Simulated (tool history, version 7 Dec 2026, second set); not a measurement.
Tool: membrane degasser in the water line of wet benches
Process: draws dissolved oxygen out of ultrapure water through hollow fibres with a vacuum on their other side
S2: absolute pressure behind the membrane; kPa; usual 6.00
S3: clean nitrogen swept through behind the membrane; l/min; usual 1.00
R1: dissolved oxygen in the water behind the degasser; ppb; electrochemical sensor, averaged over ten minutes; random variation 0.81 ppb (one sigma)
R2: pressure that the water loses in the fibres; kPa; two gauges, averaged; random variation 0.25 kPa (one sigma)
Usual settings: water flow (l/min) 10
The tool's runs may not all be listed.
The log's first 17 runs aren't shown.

{"run": 18, "day": 84.758, "water flow (l/min)": 11, "S2": 10.05, "S3": 0.84, "R1": 231.7, "R2": 73.32}
{"run": 19, "day": 91.512, "water flow (l/min)": 11, "S2": 10.05, "S3": 0.84, "R1": 232.5, "R2": 73.65}
{"run": 20, "day": 95.679, "water flow (l/min)": 10, "S2": 5.19, "S3": 0.64, "R1": 89.1, "R2": 66.77}
{"run": 21, "day": 99.4, "water flow (l/min)": 7, "S2": 6.0, "S3": 0.87, "R1": 58.2, "R2": 47.01}
{"run": 22, "day": 105.008, "water flow (l/min)": 10, "S2": 12.96, "S3": 0.49, "R1": 445.2, "R2": 66.83}
{"day": 105.367, "done": "vacuum gauge calibrated"}
{"run": 23, "day": 109.454, "water flow (l/min)": 10, "S2": 12.96, "S3": 0.49, "R1": 437.0, "R2": 67.34}
{"run": 24, "day": 113.825, "water flow (l/min)": 9, "S2": 8.64, "S3": 2.39, "R1": 59.8, "R2": 60.32}
{"run": 25, "day": 120.117, "water flow (l/min)": 10, "S2": 12.6, "S3": 2.92, "R1": 94.9, "R2": 67.15}
{"run": 26, "day": 123.738, "water flow (l/min)": 9, "S2": 12.6, "S3": 1.33, "R1": 161.4, "R2": 61.12}
{"run": 27, "day": 129.821, "water flow (l/min)": 10, "S2": 6.0, "S3": 0.58, "R1": 127.5, "R2": 67.15}
{"day": 135.321, "done": "vacuum gauge calibrated, once more"}
{"run": 28, "day": 136.6, "water flow (l/min)": 14, "S2": 3.9, "S3": 0.73, "R1": 103.8, "R2": 94.65}
{"run": 29, "day": 141.204, "water flow (l/min)": 11, "S2": 10.26, "S3": 1.1, "R1": 191.9, "R2": 74.03}
{"run": 30, "day": 144.308, "water flow (l/min)": 10, "S2": 6.0, "S3": 0.66, "R1": 112.1, "R2": 67.48}
{"run": 31, "day": 148.088, "water flow (l/min)": 12, "S2": 7.53, "S3": 0.71, "R1": 202.6, "R2": 80.4}
{"run": 32, "day": 152.708, "water flow (l/min)": 10, "S2": 3.78, "S3": 1.0, "R1": 28.6, "R2": 67.36}

3 ways to go on from here, each from the tool as it stands after run 32. What would each give?
{"run": "A", "day": 158.067, "water flow (l/min)": 7, "S2": 6.25, "S3": 1.19, "R1": "?", "R2": "?"}
{"run": "B", "day": 158.067, "water flow (l/min)": 10, "S2": 3.78, "S3": 0.85, "R1": "?", "R2": "?"}
{"run": "C", "day": 158.067, "water flow (l/min)": 11, "S2": 3.99, "S3": 1.0, "R1": "?", "R2": "?"}

run=A R1=46.8 R2=47.40
run=B R1=31.0 R2=67.16
run=C R1=44.5 R2=74.74
Without the tool's hidden state the same runs would have given:
run=A R1=45.1 R2=46.59
run=B R1=28.7 R2=66.02
run=C R1=41.4 R2=73.47

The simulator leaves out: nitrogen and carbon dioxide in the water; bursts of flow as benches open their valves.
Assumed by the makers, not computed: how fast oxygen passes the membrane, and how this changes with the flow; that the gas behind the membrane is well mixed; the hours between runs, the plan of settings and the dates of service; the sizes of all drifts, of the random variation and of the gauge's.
